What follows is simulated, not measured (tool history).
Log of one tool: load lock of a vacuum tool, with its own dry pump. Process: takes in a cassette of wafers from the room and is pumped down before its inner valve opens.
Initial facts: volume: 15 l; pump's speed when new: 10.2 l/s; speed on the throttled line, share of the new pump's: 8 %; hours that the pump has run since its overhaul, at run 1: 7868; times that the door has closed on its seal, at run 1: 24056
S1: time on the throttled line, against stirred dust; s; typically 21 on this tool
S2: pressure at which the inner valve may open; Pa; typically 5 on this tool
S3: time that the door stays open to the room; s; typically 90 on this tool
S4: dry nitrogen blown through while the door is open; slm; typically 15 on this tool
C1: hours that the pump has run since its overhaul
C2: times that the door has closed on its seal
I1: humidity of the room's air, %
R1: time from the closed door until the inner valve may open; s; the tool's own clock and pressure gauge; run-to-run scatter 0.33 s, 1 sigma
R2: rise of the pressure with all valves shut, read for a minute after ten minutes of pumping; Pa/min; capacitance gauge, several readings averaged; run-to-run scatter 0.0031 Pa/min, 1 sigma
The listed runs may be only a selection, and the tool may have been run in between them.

run,hour,S1,S2,S3,S4,C1,C2,I1,R1,R2
1,0,21,5,90,15,7868,24056,44.9,34.1,0.091
2,309.2,21,5,90,15,8177,24433,43.1,33.5,0.088
3,786,21,5,90,15,8654,25015,45,33.7,0.083
4,1004.2,21,5,90,15,8872,25281,44.2,34.5,0.082
5,1307.6,21,5,90,15,9176,25651,41.7,34.5,0.079
6,1658.3,21,5,90,15,9527,26079,43.1,34.1,0.079
7,1932.7,21,5,90,15,9801,26414,44.3,34.3,0.086
8,2370.7,21,5,90,15,10239,26948,44,33.8,0.087
9,2877.2,12,5,90,15,10745,27566,46.3,25.9,0.09
10,3206.3,12,5,90,15,11075,27968,45.9,25.7,0.089
11,3728.1,12,5,90,15,11596,28604,42.4,26,0.082
12,3964.3,21,5,90,15,11833,28893,41.7,34,0.08
13,4247.3,12,5,90,15,12116,29238,46.6,25.6,0.093
14,4522.5,21,5,164,20,12391,29573,45.4,34.2,0.101
15,4763.5,21,6,90,15,12632,29868,46,34.1,0.091
16,5237.2,12,5,29,33,13105,30445,43.3,25.6,0.04
17,5731,15,5,29,33,13599,31048,43.7,28.4,0.044
18,5957.9,13,5,28,15,13826,31325,42.4,26.7,0.055
19,6422.3,13,5,28,15,14291,31891,48.4,26.6,0.066
20,6759,21,7,90,18,14627,32302,47.5,32.9,0.089
21,7143.5,21,4,41,7,15012,32771,44.3,34.7,0.083
22,7643.1,21,5,90,15,15511,33381,41.8,34.5,0.076
23,7900.9,15,5,90,10,15769,33695,46.4,28.3,0.103
24,8135.4,14,5,90,5,16004,33981,46.2,27.8,0.114

Each row is a separate what-if for the run after 24, all from the same tool condition, not one after another. Results?
A,8590.2,21,4,90,15,16458,34536,45.3,?,?
B,8590.2,14,8,90,5,16458,34536,45.8,?,?
C,8590.2,14,7,90,5,16458,34536,43.3,?,?

run,R1,R2
A,34,0.095
B,27.1,0.114
C,26.9,0.112
Without the tool's hidden state the same runs would have given:
run,R1,R2
A,34,0.094
B,27,0.114
C,26.9,0.111

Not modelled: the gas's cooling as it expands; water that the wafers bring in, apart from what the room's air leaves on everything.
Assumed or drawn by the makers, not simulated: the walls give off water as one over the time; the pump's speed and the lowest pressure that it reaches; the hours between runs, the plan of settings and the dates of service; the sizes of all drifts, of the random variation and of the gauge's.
